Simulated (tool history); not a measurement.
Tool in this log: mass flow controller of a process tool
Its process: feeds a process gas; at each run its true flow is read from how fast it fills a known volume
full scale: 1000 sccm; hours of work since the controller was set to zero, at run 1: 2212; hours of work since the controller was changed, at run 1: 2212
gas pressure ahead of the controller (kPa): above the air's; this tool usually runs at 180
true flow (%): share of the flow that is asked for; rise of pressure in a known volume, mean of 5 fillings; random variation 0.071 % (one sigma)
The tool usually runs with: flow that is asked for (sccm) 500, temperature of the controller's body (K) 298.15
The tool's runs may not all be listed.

| run | hour | flow that is asked for (sccm) | gas pressure ahead of the controller (kPa) | temperature of the controller's body (K) | hours of work since the controller was set to zero | hours of work since the controller was changed | true flow (%) |
|---|---|---|---|---|---|---|---|
| 1 | 0.0 | 500 | 180 | 298.15 | 2212 | 2212 | 99.39 |
| 2 | 122.8 | 500 | 180 | 298.15 | 2273 | 2273 | 99.38 |
| 3 | 259.1 | 500 | 180 | 298.15 | 2341 | 2341 | 99.32 |
| 4 | 434.4 | 605 | 180 | 298.15 | 2429 | 2429 | 99.38 |
| 5 | 525.3 | 605 | 180 | 298.15 | 2475 | 2475 | 99.38 |
| 6 | 645.5 | 605 | 180 | 298.15 | 2535 | 2535 | 99.45 |
| 7 | 818.8 | 605 | 180 | 298.15 | 2621 | 2621 | 99.40 |
| 8 | 927.1 | 605 | 180 | 298.15 | 2676 | 2676 | 99.37 |
| 9 | 1113.3 | 605 | 180 | 298.15 | 2769 | 2769 | 99.43 |
| 10 | 1265.6 | 605 | 180 | 298.15 | 2845 | 2845 | 99.26 |
|  | 1274.3 | controller's zero set anew |
| 11 | 1406.0 | 899 | 158 | 295.15 | 66 | 2915 | 100.07 |
| 12 | 1494.0 | 398 | 247 | 297.15 | 110 | 2959 | 99.51 |
| 13 | 1666.9 | 235 | 164 | 300.15 | 196 | 3045 | 100.32 |
| 14 | 1818.9 | 850 | 168 | 301.15 | 272 | 3121 | 99.46 |
| 15 | 1994.7 | 279 | 183 | 296.15 | 360 | 3209 | 100.24 |
|  | 2060.9 | controller's zero set anew, once more |
| 16 | 2093.6 | 279 | 183 | 296.15 | 16 | 3258 | 98.51 |
| 17 | 2174.5 | 279 | 183 | 296.15 | 57 | 3299 | 98.41 |

What differs in the tool's unlogged condition from the final listed run ahead of each entry between runs to the first listed run following it?
In the gap between runs 10 and 11: controller's zero set anew (hour 1274.3)
  flow at rest that the sensor doesn't see, % of full scale: 0.338 -> 0.47; true flow over the shown one, %: -0.79 -> -0.81
  measured result minus the result with no hidden state, true flow (%): -0.23 -> -0.28
In the gap between runs 15 and 16: controller's zero set anew, once more (hour 2060.9)
  flow at rest that the sensor doesn't see, % of full scale: 0.504 -> 0.016; true flow over the shown one, %: -0.89 -> -0.9
  measured result minus the result with no hidden state, true flow (%): +0.92 -> -0.84
